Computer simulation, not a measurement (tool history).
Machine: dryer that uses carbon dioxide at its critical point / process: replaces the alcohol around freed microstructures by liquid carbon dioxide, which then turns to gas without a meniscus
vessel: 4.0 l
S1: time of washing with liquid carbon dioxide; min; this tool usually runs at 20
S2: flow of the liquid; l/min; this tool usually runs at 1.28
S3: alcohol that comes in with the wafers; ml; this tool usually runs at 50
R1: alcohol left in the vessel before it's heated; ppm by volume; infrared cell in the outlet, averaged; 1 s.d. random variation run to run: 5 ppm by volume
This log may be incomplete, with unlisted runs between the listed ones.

run	hour	S1	S2	S3	R1
1	0.0	20	1.28	50	145
2	25.4	20	1.28	50	150
3	46.5	20	1.28	50	146
4	81.7	20	1.28	50	161
5	124.2	20	1.28	50	160
6	146.6	20	1.28	50	182
7	172.5	20	1.28	50	178
8	192.2	20	1.28	50	178
9	213.1	20	1.28	50	180
10	246.7	20	1.28	50	196
11	270.6	20	1.28	50	180
12	312.0	20	1.28	50	185
13	342.6	20	1.28	50	195
14	376.5	20	1.28	50	207
15	402.8	28	0.92	54	204
16	422.5	20	0.95	22	258
17	456.0	30	1.26	22	130
18	483.1	18	1.14	77	496
# hour 502.4: inlet filter changed
19	525.2	17	1.28	44	230
20	562.7	29	0.92	103	202
21	596.8	29	0.92	103	210
22	616.0	23	1.40	48	160
23	654.2	23	1.40	48	158
24	685.0	27	0.97	117	244
25	709.7	32	1.53	42	154
26	746.5	19	1.28	31	201

What if the next run were any one of these 4? Each begins from the tool's condition after run 26:
A	775.0	19	0.97	98	?
B	775.0	12	1.11	31	?
C	775.0	19	1.28	22	?
D	775.0	19	1.28	37	?

run	R1
A	620
B	589
C	195
D	207
What these runs would have given with no unlogged condition in the tool:
run	R1
A	375
B	375
C	33
D	37
